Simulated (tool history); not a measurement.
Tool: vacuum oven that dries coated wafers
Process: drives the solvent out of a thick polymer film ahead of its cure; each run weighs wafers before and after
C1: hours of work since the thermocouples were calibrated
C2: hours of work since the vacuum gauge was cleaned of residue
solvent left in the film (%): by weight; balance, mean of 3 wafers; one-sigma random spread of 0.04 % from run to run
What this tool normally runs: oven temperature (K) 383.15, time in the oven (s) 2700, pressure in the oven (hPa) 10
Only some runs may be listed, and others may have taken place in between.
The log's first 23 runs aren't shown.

Run 24, hour 447.8: usual settings but oven temperature (K) 368.15, time in the oven (s) 3120, pressure in the oven (hPa) 12.2; C1 1183; C2 524. Result: solvent left in the film (%) 6.68.
Run 25, hour 461.1: usual settings but time in the oven (s) 3180, pressure in the oven (hPa) 6.2; C1 1189; C2 530. Result: solvent left in the film (%) 1.7.
Run 26, hour 475.3: usual settings but oven temperature (K) 396.15, time in the oven (s) 1800, pressure in the oven (hPa) 13.3; C1 1194; C2 536. Result: solvent left in the film (%) 1.96.
Run 27, hour 486.8: usual settings but oven temperature (K) 392.15, time in the oven (s) 4020, pressure in the oven (hPa) 37.3; C1 1199; C2 540. Result: solvent left in the film (%) 5.59.
Run 28, hour 497.9: usual settings but oven temperature (K) 392.15, time in the oven (s) 4020, pressure in the oven (hPa) 37.3; C1 1204; C2 545. Result: solvent left in the film (%) 5.51.
Run 29, hour 510.6: usual settings but oven temperature (K) 380.15, time in the oven (s) 2640, pressure in the oven (hPa) 30.8; C1 1209; C2 550. Result: solvent left in the film (%) 7.33.
Run 30, hour 530.1: usual settings but oven temperature (K) 380.15, time in the oven (s) 2640, pressure in the oven (hPa) 30.8; C1 1217; C2 558. Result: solvent left in the film (%) 7.44.
Run 31, hour 541.4: usual settings but oven temperature (K) 388.15, time in the oven (s) 4440, pressure in the oven (hPa) 9; C1 1222; C2 563. Result: solvent left in the film (%) 1.75.
Run 32, hour 553.3: usual settings but oven temperature (K) 388.15, time in the oven (s) 4440, pressure in the oven (hPa) 9; C1 1226; C2 568. Result: solvent left in the film (%) 1.69.
Run 33, hour 565.5: usual settings but oven temperature (K) 388.15, time in the oven (s) 4440, pressure in the oven (hPa) 9; C1 1231; C2 573. Result: solvent left in the film (%) 1.69.
Run 34, hour 578.7: usual settings but oven temperature (K) 388.15, time in the oven (s) 4440, pressure in the oven (hPa) 9; C1 1237; C2 578. Result: solvent left in the film (%) 1.67.
Run 35, hour 602.9: usual settings but time in the oven (s) 2280; C1 1247; C2 588. Result: solvent left in the film (%) 2.89.
Run 36, hour 615.2: usual settings but time in the oven (s) 2220, pressure in the oven (hPa) 12.2; C1 1252; C2 593. Result: solvent left in the film (%) 3.37.
Run 37, hour 626.9: usual settings but oven temperature (K) 393.15, pressure in the oven (hPa) 15.1; C1 1257; C2 598. Result: solvent left in the film (%) 2.3.
Run 38, hour 642.5: usual settings but oven temperature (K) 393.15, time in the oven (s) 4200, pressure in the oven (hPa) 15.1; C1 1263; C2 604. Result: solvent left in the film (%) 2.3.
Run 39, hour 667.4: usual settings but oven temperature (K) 393.15, time in the oven (s) 4200, pressure in the oven (hPa) 15.1; C1 1273; C2 615. Result: solvent left in the film (%) 2.23.
Run 40, hour 680: usual settings but oven temperature (K) 390.15, time in the oven (s) 1560, pressure in the oven (hPa) 25.3; C1 1279; C2 620. Result: solvent left in the film (%) 4.56.
Run 41, hour 701: usual settings but time in the oven (s) 1680; C1 1287; C2 628. Result: solvent left in the film (%) 3.65.
Run 42, hour 713.1: usual settings but oven temperature (K) 387.15, time in the oven (s) 2460, pressure in the oven (hPa) 13.1; C1 1292; C2 633. Result: solvent left in the film (%) 2.7.
Run 43, hour 736.1: usual settings but oven temperature (K) 387.15, time in the oven (s) 1380, pressure in the oven (hPa) 7.4; C1 1302; C2 643. Result: solvent left in the film (%) 2.86.
Run 44, hour 760: usual settings but time in the oven (s) 4860, pressure in the oven (hPa) 15.7; C1 1311; C2 653. Result: solvent left in the film (%) 3.37.

Consider 3 possible next runs. They are alternatives, not a sequence: every one starts from the tool as it was left by run 44. What does each give?
Run A, hour 773.4: usual settings but oven temperature (K) 387.15, time in the oven (s) 1500, pressure in the oven (hPa) 8.1; C1 1317; C2 658. Result: solvent left in the film (%) ?.
Run B, hour 773.4: usual settings but time in the oven (s) 4740, pressure in the oven (hPa) 15.7; C1 1317; C2 658. Result: solvent left in the film (%) ?.
Run C, hour 773.4: usual settings but oven temperature (K) 368.15, pressure in the oven (hPa) 37.1; C1 1317; C2 658. Result: solvent left in the film (%) ?.

run  solvent left in the film (%)
  A                          2.69
  B                          3.37
  C                         13.03
Had the tool no hidden state, the same runs would have come out as:
run  solvent left in the film (%)
  A                          2.95
  B                          3.36
  C                         13.52
